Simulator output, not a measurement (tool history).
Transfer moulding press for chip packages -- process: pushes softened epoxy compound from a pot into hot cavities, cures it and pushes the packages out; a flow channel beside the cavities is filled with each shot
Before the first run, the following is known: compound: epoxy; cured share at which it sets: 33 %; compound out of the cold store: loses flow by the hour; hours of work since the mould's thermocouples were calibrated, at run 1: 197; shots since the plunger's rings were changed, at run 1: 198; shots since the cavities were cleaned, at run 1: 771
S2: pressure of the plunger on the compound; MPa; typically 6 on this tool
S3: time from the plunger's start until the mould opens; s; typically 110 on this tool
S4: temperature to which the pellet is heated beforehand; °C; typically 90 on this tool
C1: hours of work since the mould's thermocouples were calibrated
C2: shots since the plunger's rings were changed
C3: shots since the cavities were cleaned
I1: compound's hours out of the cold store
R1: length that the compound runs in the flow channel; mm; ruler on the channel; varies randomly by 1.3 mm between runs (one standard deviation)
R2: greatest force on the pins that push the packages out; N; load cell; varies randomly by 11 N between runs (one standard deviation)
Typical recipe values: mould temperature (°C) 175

{"run": 1, "hour": 0.0, "mould temperature (°C)": 175, "S2": 6, "S3": 110, "S4": 90, "C1": 197, "C2": 198, "C3": 771, "I1": 33.6, "R1": 633, "R2": 739}
{"run": 2, "hour": 11.3, "mould temperature (°C)": 175, "S2": 6, "S3": 110, "S4": 90, "C1": 203, "C2": 309, "C3": 882, "I1": 41.3, "R1": 605, "R2": 727}
{"hour": 20.2, "done": "cavities cleaned with cleaning compound and waxed"}
{"run": 3, "hour": 24.0, "mould temperature (°C)": 175, "S2": 6, "S3": 110, "S4": 90, "C1": 210, "C2": 418, "C3": 37, "I1": 14.6, "R1": 702, "R2": 580}
{"run": 4, "hour": 37.6, "mould temperature (°C)": 175, "S2": 6, "S3": 110, "S4": 90, "C1": 217, "C2": 552, "C3": 171, "I1": 22.6, "R1": 669, "R2": 633}
{"run": 5, "hour": 45.9, "mould temperature (°C)": 175, "S2": 6, "S3": 110, "S4": 90, "C1": 222, "C2": 634, "C3": 253, "I1": 21.3, "R1": 673, "R2": 662}
{"run": 6, "hour": 59.2, "mould temperature (°C)": 175, "S2": 6, "S3": 110, "S4": 90, "C1": 229, "C2": 764, "C3": 383, "I1": 26.7, "R1": 656, "R2": 672}
{"run": 7, "hour": 70.4, "mould temperature (°C)": 175, "S2": 6, "S3": 110, "S4": 90, "C1": 235, "C2": 874, "C3": 493, "I1": 32.1, "R1": 632, "R2": 726}
{"run": 8, "hour": 83.3, "mould temperature (°C)": 175, "S2": 6, "S3": 110, "S4": 90, "C1": 242, "C2": 1000, "C3": 619, "I1": 16.5, "R1": 692, "R2": 772}
{"run": 9, "hour": 92.7, "mould temperature (°C)": 175, "S2": 6, "S3": 110, "S4": 90, "C1": 247, "C2": 1093, "C3": 712, "I1": 28.1, "R1": 648, "R2": 760}
{"run": 10, "hour": 104.8, "mould temperature (°C)": 175, "S2": 6, "S3": 110, "S4": 90, "C1": 254, "C2": 1212, "C3": 831, "I1": 33.5, "R1": 627, "R2": 749}
{"run": 11, "hour": 110.8, "mould temperature (°C)": 175, "S2": 6, "S3": 110, "S4": 90, "C1": 257, "C2": 1271, "C3": 890, "I1": 16.7, "R1": 692, "R2": 774}
{"hour": 118.6, "done": "cavities cleaned with cleaning compound and waxed"}
{"run": 12, "hour": 118.8, "mould temperature (°C)": 175, "S2": 6, "S3": 110, "S4": 90, "C1": 260, "C2": 1334, "C3": 1, "I1": 26.5, "R1": 651, "R2": 568}
{"run": 13, "hour": 129.4, "mould temperature (°C)": 175, "S2": 5.5, "S3": 110, "S4": 90, "C1": 266, "C2": 1438, "C3": 105, "I1": 25.8, "R1": 626, "R2": 600}
{"run": 14, "hour": 143.1, "mould temperature (°C)": 175, "S2": 5.5, "S3": 110, "S4": 92, "C1": 274, "C2": 1572, "C3": 239, "I1": 8.1, "R1": 693, "R2": 646}
{"run": 15, "hour": 149.9, "mould temperature (°C)": 175, "S2": 5.5, "S3": 110, "S4": 92, "C1": 277, "C2": 1639, "C3": 306, "I1": 26.1, "R1": 627, "R2": 639}
{"run": 16, "hour": 158.3, "mould temperature (°C)": 172, "S2": 5.5, "S3": 108, "S4": 90, "C1": 282, "C2": 1722, "C3": 389, "I1": 13.9, "R1": 679, "R2": 916}
{"run": 17, "hour": 172.7, "mould temperature (°C)": 175, "S2": 6, "S3": 131, "S4": 87, "C1": 290, "C2": 1863, "C3": 530, "I1": 39, "R1": 608, "R2": 577}
{"run": 18, "hour": 183.9, "mould temperature (°C)": 175, "S2": 6.56, "S3": 98, "S4": 99, "C1": 296, "C2": 1973, "C3": 640, "I1": 37.3, "R1": 637, "R2": 899}
{"run": 19, "hour": 193.2, "mould temperature (°C)": 175, "S2": 6.56, "S3": 98, "S4": 99, "C1": 301, "C2": 2064, "C3": 731, "I1": 41.7, "R1": 620, "R2": 850}
{"run": 20, "hour": 199.9, "mould temperature (°C)": 175, "S2": 7.09, "S3": 107, "S4": 94, "C1": 305, "C2": 2130, "C3": 797, "I1": 16.2, "R1": 747, "R2": 840}
{"run": 21, "hour": 207.5, "mould temperature (°C)": 175, "S2": 6.13, "S3": 110, "S4": 90, "C1": 309, "C2": 2204, "C3": 871, "I1": 38.2, "R1": 613, "R2": 760}
{"hour": 217.1, "done": "cavities cleaned with cleaning compound and waxed"}
{"run": 22, "hour": 218.7, "mould temperature (°C)": 175, "S2": 6.13, "S3": 110, "S4": 90, "C1": 314, "C2": 2300, "C3": 16, "I1": 22, "R1": 674, "R2": 571}
{"run": 23, "hour": 230.8, "mould temperature (°C)": 175, "S2": 6, "S3": 149, "S4": 81, "C1": 321, "C2": 2419, "C3": 135, "I1": 46.1, "R1": 582, "R2": 453}
{"run": 24, "hour": 237.3, "mould temperature (°C)": 168, "S2": 6.35, "S3": 110, "S4": 90, "C1": 324, "C2": 2482, "C3": 198, "I1": 15, "R1": 739, "R2": 1122}
{"run": 25, "hour": 250.2, "mould temperature (°C)": 175, "S2": 6, "S3": 92, "S4": 90, "C1": 331, "C2": 2609, "C3": 325, "I1": 21.2, "R1": 666, "R2": 1003}
{"run": 26, "hour": 257.8, "mould temperature (°C)": 169, "S2": 6, "S3": 110, "S4": 90, "C1": 335, "C2": 2684, "C3": 400, "I1": 39, "R1": 622, "R2": 968}

Each row is a separate what-if for the run after 26, all from the same tool condition, not one after another. Results?
{"run": "A", "hour": 267.7, "mould temperature (°C)": 169, "S2": 6, "S3": 110, "S4": 96, "C1": 341, "C2": 2780, "C3": 496, "I1": 33.1, "R1": "?", "R2": "?"}
{"run": "B", "hour": 267.7, "mould temperature (°C)": 169, "S2": 6, "S3": 149, "S4": 90, "C1": 341, "C2": 2780, "C3": 496, "I1": 28.6, "R1": "?", "R2": "?"}
{"run": "C", "hour": 267.7, "mould temperature (°C)": 181, "S2": 6.9, "S3": 110, "S4": 95, "C1": 341, "C2": 2780, "C3": 496, "I1": 33.8, "R1": "?", "R2": "?"}

run=A R1=642 R2=1021
run=B R1=659 R2=639
run=C R1=644 R2=558
Had the tool no hidden state, the same runs would have come out as:
run=A R1=656 R2=766
run=B R1=674 R2=478
run=C R1=658 R2=418
